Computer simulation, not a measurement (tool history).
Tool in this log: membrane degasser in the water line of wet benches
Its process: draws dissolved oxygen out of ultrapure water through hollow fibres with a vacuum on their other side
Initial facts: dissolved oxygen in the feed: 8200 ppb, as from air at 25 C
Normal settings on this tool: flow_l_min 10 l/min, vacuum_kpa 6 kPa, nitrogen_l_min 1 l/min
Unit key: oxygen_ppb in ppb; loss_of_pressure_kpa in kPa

Run 1, hour 0: usual settings. Result: oxygen_ppb 84.3 ppb, loss_of_pressure_kpa 70.5 kPa.
Run 2, hour 69.4: usual settings but flow_l_min 14 l/min. Result: oxygen_ppb 128.4 ppb, loss_of_pressure_kpa 98.81 kPa.
Run 3, hour 171: usual settings but flow_l_min 14 l/min. Result: oxygen_ppb 127.8 ppb, loss_of_pressure_kpa 98.55 kPa.
At hour 210.1: vacuum gauge calibrated.
Run 4, hour 246.8: usual settings but flow_l_min 14 l/min. Result: oxygen_ppb 124 ppb, loss_of_pressure_kpa 98.84 kPa.
Run 5, hour 302.1: usual settings but flow_l_min 14 l/min. Result: oxygen_ppb 122.9 ppb, loss_of_pressure_kpa 98.03 kPa.
Run 6, hour 396.6: usual settings but flow_l_min 14 l/min. Result: oxygen_ppb 122.4 ppb, loss_of_pressure_kpa 98.4 kPa.
Run 7, hour 521.1: usual settings but vacuum_kpa 8.13 kPa. Result: oxygen_ppb 130.7 ppb, loss_of_pressure_kpa 70.53 kPa.
Run 8, hour 594.3: usual settings but vacuum_kpa 14.21 kPa. Result: oxygen_ppb 268.3 ppb, loss_of_pressure_kpa 70.24 kPa.
Run 9, hour 698.4: usual settings but vacuum_kpa 14.21 kPa. Result: oxygen_ppb 271.1 ppb, loss_of_pressure_kpa 70.18 kPa.
Run 10, hour 772.4: usual settings but vacuum_kpa 6.61 kPa. Result: oxygen_ppb 95.3 ppb, loss_of_pressure_kpa 70.84 kPa.
Run 11, hour 890.5: usual settings but vacuum_kpa 6.61 kPa. Result: oxygen_ppb 95.9 ppb, loss_of_pressure_kpa 70.22 kPa.
Run 12, hour 955.7: usual settings but vacuum_kpa 3.66 kPa. Result: oxygen_ppb 26.8 ppb, loss_of_pressure_kpa 69.98 kPa.
Run 13, hour 1073.7: usual settings but vacuum_kpa 9.77 kPa. Result: oxygen_ppb 170.3 ppb, loss_of_pressure_kpa 70.29 kPa.
Run 14, hour 1157.5: usual settings but vacuum_kpa 9.77 kPa. Result: oxygen_ppb 169.4 ppb, loss_of_pressure_kpa 70.43 kPa.
Run 15, hour 1238.7: usual settings but vacuum_kpa 9.77 kPa. Result: oxygen_ppb 171.1 ppb, loss_of_pressure_kpa 71 kPa.
Run 16, hour 1300.1: usual settings but vacuum_kpa 7.87 kPa, nitrogen_l_min 1.64 l/min. Result: oxygen_ppb 84.6 ppb, loss_of_pressure_kpa 70.48 kPa.
Run 17, hour 1353.9: usual settings but vacuum_kpa 7.87 kPa, nitrogen_l_min 1.69 l/min. Result: oxygen_ppb 83.2 ppb, loss_of_pressure_kpa 70.73 kPa.
Run 18, hour 1433: usual settings but vacuum_kpa 13.71 kPa. Result: oxygen_ppb 260.7 ppb, loss_of_pressure_kpa 70.6 kPa.
Run 19, hour 1547.9: usual settings but vacuum_kpa 13.71 kPa. Result: oxygen_ppb 260.7 ppb, loss_of_pressure_kpa 70.86 kPa.
Run 20, hour 1664.7: usual settings but flow_l_min 6 l/min, vacuum_kpa 8.01 kPa. Result: oxygen_ppb 76.4 ppb, loss_of_pressure_kpa 42.22 kPa.
Run 21, hour 1790.2: usual settings but vacuum_kpa 11.2 kPa, nitrogen_l_min 2.66 l/min. Result: oxygen_ppb 89.1 ppb, loss_of_pressure_kpa 70.85 kPa.
Run 22, hour 1886: usual settings but flow_l_min 14 l/min, nitrogen_l_min 0.62 l/min. Result: oxygen_ppb 169.5 ppb, loss_of_pressure_kpa 99.22 kPa.
Run 23, hour 2009.5: usual settings but flow_l_min 14 l/min, vacuum_kpa 9.03 kPa, nitrogen_l_min 0.62 l/min. Result: oxygen_ppb 315.2 ppb, loss_of_pressure_kpa 98.74 kPa.
Run 24, hour 2137.5: usual settings but flow_l_min 8 l/min, vacuum_kpa 9.44 kPa, nitrogen_l_min 0.62 l/min. Result: oxygen_ppb 197.7 ppb, loss_of_pressure_kpa 56.69 kPa.
Run 25, hour 2229: usual settings but nitrogen_l_min 0.49 l/min. Result: oxygen_ppb 143.7 ppb, loss_of_pressure_kpa 71.43 kPa.
Run 26, hour 2288.2: usual settings but flow_l_min 6 l/min, nitrogen_l_min 0.51 l/min. Result: oxygen_ppb 83.5 ppb, loss_of_pressure_kpa 42.2 kPa.

Pick out some run-to-run changes in oxygen_ppb. Of each, how much would a tool without hidden state show as well, from the settings, what came in and chance, and how much is left for the hidden state and any gauge scatter not in both results compared?
Hidden state present: membrane still open, %; true pressure behind the membrane over the reading, kPa; air that leaks in behind the membrane, l/min; drift of the gauge itself on oxygen_ppb, %; drift of the gauge itself on loss_of_pressure_kpa, %.
Run 3 -> 4: vacuum gauge calibrated. oxygen_ppb -3.8 ppb: hidden state -4.5, all else +0.7.
Run 17 -> 18: vacuum_kpa 7.87 -> 13.71, nitrogen_l_min 1.69 -> 1. oxygen_ppb +177.5 ppb: hidden state +2.1, all else +175.4.
Run 19 -> 20: flow_l_min 10 -> 6, vacuum_kpa 13.71 -> 8.01. oxygen_ppb -184.3 ppb: hidden state -2.2, all else -182.1.

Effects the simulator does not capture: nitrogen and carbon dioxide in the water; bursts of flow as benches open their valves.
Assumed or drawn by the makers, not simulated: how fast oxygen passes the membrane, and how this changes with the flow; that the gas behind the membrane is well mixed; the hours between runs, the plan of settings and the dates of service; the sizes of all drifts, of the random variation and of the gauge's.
